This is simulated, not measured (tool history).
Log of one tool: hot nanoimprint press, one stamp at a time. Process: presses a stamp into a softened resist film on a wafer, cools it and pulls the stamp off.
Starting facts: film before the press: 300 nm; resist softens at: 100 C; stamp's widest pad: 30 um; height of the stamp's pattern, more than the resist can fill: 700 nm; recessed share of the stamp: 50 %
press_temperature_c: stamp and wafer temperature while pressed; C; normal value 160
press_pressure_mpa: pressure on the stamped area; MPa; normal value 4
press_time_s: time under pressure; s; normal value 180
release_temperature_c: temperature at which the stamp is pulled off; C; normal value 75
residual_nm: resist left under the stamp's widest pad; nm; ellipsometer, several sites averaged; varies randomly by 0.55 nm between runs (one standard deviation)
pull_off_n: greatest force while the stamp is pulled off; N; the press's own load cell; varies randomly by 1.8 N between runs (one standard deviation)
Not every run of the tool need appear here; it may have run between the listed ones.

run    hour  press_temperature_c  press_pressure_mpa  press_time_s  release_temperature_c  residual_nm  pull_off_n
  1       0                  160                   4           180                     75        118.5         147
  2      72                  160                   4           180                     75        119.3         155
  3     134                  160                   4           250                     75        106.4         158
  4   198.5                  160                   4           180                     75        122.5         167
  5     247                  160                   4           180                     75        124.2         171
  6     322                  160                   4           180                     75        126.6         181
      368.2  -- plate thermocouple calibrated
  7   372.3                  160                   4           180                     75        119.2         181
      412.2  -- stamp cleaned and given a new release coat
  8   440.4                  160                   4           180                     75          121         150
  9   514.2                  160                   4           180                     75        122.3         159
 10   582.3                  160                   4           180                     75        123.7         164
 11   635.1                  160                   4           180                     75        126.1         168
 12   690.4                  160                   4           180                     62        126.5         192
 13   735.8                  160                   4           180                     62        128.3         198
      756.3  -- plate thermocouple calibrated
 14   775.2                  155                   4           180                     75        156.4         181
      823.5  -- stamp cleaned and given a new release coat
 15   848.9                  155                   4           180                     75        158.9         154
 16   895.9                  160                 2.6           180                     78        147.4         152
 17   938.7                  164                 2.6            92                     78        156.9         156
 18   988.4                  157                5.02           258                     73          116         167
 19  1057.5                  157                5.02           258                     73        116.8         173
 20  1130.8                  169                   4           291                     75         63.1         178
     1146.3  -- plate thermocouple calibrated
 21  1179.4                  169                   4           291                     75         60.1         180
     1237.1  -- stamp cleaned and given a new release coat
 22    1240                  161                3.82           313                     75         94.3         150
 23  1288.1                  161                4.46           290                     75         91.6         154
     1322.8  -- press's hydraulic seals changed and the load cell set to zero
 24  1340.6                  161                4.46           290                     75         88.3         157
 25  1413.1                  168                   4           227                     75         72.4         165
 26  1484.2                  168                   4           227                     75         72.9         173
     1543.1  -- plate thermocouple calibrated
 27  1544.8                  168                   4           227                     75         69.8         174
 28  1596.5                  150                4.18           180                     75        197.6         181
     1660.3  -- stamp cleaned and given a new release coat
 29  1675.6                  160                   4           205                     75        114.8         152
 30    1725                  165                 2.9           299                     70         88.5         161

Some steps in residual_nm, run to run, broken into two amounts with sign: the step expected even without the hidden condition (settings, incoming material, random variation), and the rest, left for the hidden condition together with whatever gauge scatter is not in both the measured and the hidden-condition-free result:
Unlogged tool condition in this case: true temperature over the reading, C; pressure that arrives at the usual setting, %; grip of the stamp's worn release coat, % over a new coat's; drift of the gauge itself on residual_nm, %; drift of the gauge itself on pull_off_n, %.
Run 6 -> 7: plate thermocouple calibrated. residual_nm -7.4 nm: hidden state -6.6, all else -0.8.
Run 13 -> 14: press_temperature_c 160 -> 155, release_temperature_c 62 -> 75, plate thermocouple calibrated. residual_nm +28.1 nm: hidden state -7.7, all else +35.8.
Run 19 -> 20: press_temperature_c 157 -> 169, press_pressure_mpa 5.02 -> 4, press_time_s 258 -> 291, release_temperature_c 73 -> 75. residual_nm -53.7 nm: hidden state -3.9, all else -49.8.
Run 27 -> 28: press_temperature_c 168 -> 150, press_pressure_mpa 4 -> 4.18, press_time_s 227 -> 180. residual_nm +127.8 nm: hidden state +2.1, all else +125.7.
Run 28 -> 29: press_temperature_c 150 -> 160, press_pressure_mpa 4.18 -> 4, press_time_s 180 -> 205, stamp cleaned and given a new release coat. residual_nm -82.8 nm: hidden state +0.8, all else -83.6.

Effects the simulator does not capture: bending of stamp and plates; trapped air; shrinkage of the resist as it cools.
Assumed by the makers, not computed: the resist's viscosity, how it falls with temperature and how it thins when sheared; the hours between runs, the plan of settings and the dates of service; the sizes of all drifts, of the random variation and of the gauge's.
